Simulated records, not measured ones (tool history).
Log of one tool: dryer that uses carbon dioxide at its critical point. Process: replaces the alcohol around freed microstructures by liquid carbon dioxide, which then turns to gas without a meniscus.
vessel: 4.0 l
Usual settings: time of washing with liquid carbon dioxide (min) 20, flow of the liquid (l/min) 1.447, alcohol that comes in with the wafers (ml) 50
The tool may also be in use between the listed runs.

run    hour  time of washing with liquid carbon dioxide (min)  flow of the liquid (l/min)  alcohol that comes in with the wafers (ml)  alcohol left in the vessel before it's heated (ppm by volume)
  1       0                                                20                       1.447                                          50                                                            128
  2    42.5                                                15                       1.447                                          50                                                            343
  3      64                                                16                       1.447                                          50                                                            279
  4    86.1                                                16                       1.447                                          50                                                            285
  5   105.7                                                16                       1.447                                          50                                                            294
  6   144.6                                                16                       1.447                                          50                                                            331
  7   176.4                                                20                       1.447                                          50                                                            187
  8   196.4                                                20                       1.447                                          50                                                            184
  9   232.7                                                13                       1.447                                          50                                                            696
 10     264                                                20                       1.447                                          50                                                            218
 11   284.9                                                20                       1.447                                          50                                                            212
      294.3  -- inlet filter changed
 12   321.8                                                20                       1.447                                          50                                                            157
 13     342                                                20                       1.447                                          50                                                            171
 14   374.8                                                20                       1.447                                          50                                                            174
 15   403.3                                                20                       1.447                                          50                                                            188
 16   424.8                                                20                       1.447                                          50                                                            192
 17     460                                                20                       1.447                                          34                                                            174
 18   484.5                                                20                       1.447                                          34                                                            175
 19   526.4                                                20                       1.447                                          50                                                            247
 20   570.5                                                20                       1.447                                          50                                                            267
      597.5  -- inlet filter changed
 21   610.9                                                20                       1.447                                          50                                                            182
 22   647.6                                                14                       1.447                                          50                                                            466
 23   691.1                                                14                       1.447                                          50                                                            509
 24   733.8                                                22                       1.447                                          40                                                            185
 25   775.2                                                22                       1.447                                          40                                                            186
 26   799.5                                                22                        0.91                                          40                                                            493
 27   831.2                                                20                        1.53                                          62                                                            262
 28   854.8                                                23                        1.21                                          44                                                            270
 29   896.2                                                23                        1.21                                          44                                                            285
      900.8  -- inlet filter changed
 30   928.6                                                16                        1.21                                          44                                                            503
 31   971.1                                                31                        1.51                                          88                                                            153
 32   997.8                                                31                        1.51                                          88                                                            168
 33  1028.5                                                29                        0.88                                          94                                                            455
 34  1053.5                                                19                       1.447                                          31                                                            247
 35    1078                                                17                        1.54                                          50                                                            327
 36  1098.6                                                18                        1.54                                          55                                                            305
 37  1134.3                                                18                        1.54                                          55                                                            350
 38  1154.1                                                18                        1.47                                          55                                                            392
 39    1195                                                18                        1.83                                          55                                                            258
       1205  -- inlet filter changed
 40  1239.5                                                18                        1.83                                          55                                                            235
 41  1273.2                                                15                        1.17                                          24                                                            459
 42  1314.5                                                31                       1.447                                          29                                                            190
 43  1339.1                                                18                        2.23                                          64                                                            216
 44  1382.3                                                20                        1.29                                          66                                                            433
 45  1402.7                                                22                        1.54                                          50                                                            239
       1435  -- purifier's bed changed
 46    1435                                                22                        1.54                                          50                                                             64

4 ways to go on from here, each from the tool as it stands after run 46. What would each give?
  A  1469.8                                                24                           1                                          87                                                              ?
  B  1469.8                                                26                        2.38                                          50                                                              ?
  C  1469.8                                                20                        1.17                                          50                                                              ?
  D  1469.8                                                23                        2.27                                          74                                                              ?

run  alcohol left in the vessel before it's heated (ppm by volume)
  A                                                            485
  B                                                              6
  C                                                            317
  D                                                             19
Without the tool's hidden state the same runs would have given:
run  alcohol left in the vessel before it's heated (ppm by volume)
  A                                                            266
  B                                                              2
  C                                                            178
  D                                                             11
